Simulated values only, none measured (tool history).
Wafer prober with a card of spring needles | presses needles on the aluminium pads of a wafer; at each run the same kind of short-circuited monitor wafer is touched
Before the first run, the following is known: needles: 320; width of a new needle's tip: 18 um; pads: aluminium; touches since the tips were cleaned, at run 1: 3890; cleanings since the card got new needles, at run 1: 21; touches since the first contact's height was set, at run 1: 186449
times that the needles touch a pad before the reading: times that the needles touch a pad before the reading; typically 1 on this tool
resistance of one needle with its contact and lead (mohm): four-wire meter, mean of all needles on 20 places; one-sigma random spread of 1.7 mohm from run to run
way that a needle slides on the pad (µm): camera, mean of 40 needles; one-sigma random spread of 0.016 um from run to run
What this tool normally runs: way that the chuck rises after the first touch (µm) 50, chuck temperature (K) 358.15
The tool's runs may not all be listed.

run	day	way that the chuck rises after the first touch (µm)	chuck temperature (K)	times that the needles touch a pad before the reading	touches since the tips were cleaned	cleanings since the card got new needles	touches since the first contact's height was set	resistance of one needle with its contact and lead (mohm)	way that a needle slides on the pad (µm)
1	0.000	50	358.15	1	3890	21	186449	330	6.40
# day 0.308: tips cleaned on abrasive film
2	0.308	50	358.15	1	0	22	190207	404	6.38
3	0.625	50	358.15	1	3927	22	194134	389	6.38
# day 0.904: height of the first contact set anew
# day 0.946: tips cleaned on abrasive film
4	0.967	50	302.15	1	243	23	683	196	6.56
5	1.308	50	302.15	1	4454	23	4894	361	6.54
# day 1.562: tips cleaned on abrasive film
6	1.704	50	302.15	1	1728	24	9738	299	6.53
7	1.921	50	302.15	1	4435	24	12445	359	6.52
# day 2.175: tips cleaned on abrasive film
8	2.292	50	302.15	1	1448	25	16965	272	6.52
# day 2.567: tips cleaned on abrasive film, once more
9	2.683	35	360.15	1	1439	26	21741	382	4.55
10	2.900	58	312.15	1	4129	26	24431	309	7.57
# day 3.188: tips cleaned on abrasive film
11	3.321	58	312.15	1	1617	27	29576	248	7.52
12	3.650	58	312.15	1	5700	27	33659	323	7.55
# day 3.804: tips cleaned on abrasive film
13	3.954	58	312.15	1	1838	28	37359	266	7.55
14	4.292	40	302.15	1	6037	28	41558	484	5.18
# day 4.429: tips cleaned on abrasive film
15	4.654	62	358.15	1	2753	29	45952	279	8.05
16	4.871	33	333.15	2	5433	29	48632	425	4.26

Selected run-to-run steps in resistance of one needle with its contact and lead (mohm), each split into two signed amounts: the part the tool would show with no hidden state at all (from settings, incoming material and random variation), and the remainder, which goes to the hidden state together with any gauge scatter not common to the measured and the hidden-state-free results:
Hidden conditions of the tool in this case: debris on the tips, nm; way that the needles fall short of the set height, um; tips' diameter, um; drift of the gauge itself on contact_mohm, %; drift of the gauge itself on scrub_um, %.
Run 13 -> 14: way that the chuck rises after the first touch (µm) 58 -> 40, chuck temperature (K) 312.15 -> 302.15. resistance of one needle with its contact and lead (mohm) +218: hidden state +218, all else +0.

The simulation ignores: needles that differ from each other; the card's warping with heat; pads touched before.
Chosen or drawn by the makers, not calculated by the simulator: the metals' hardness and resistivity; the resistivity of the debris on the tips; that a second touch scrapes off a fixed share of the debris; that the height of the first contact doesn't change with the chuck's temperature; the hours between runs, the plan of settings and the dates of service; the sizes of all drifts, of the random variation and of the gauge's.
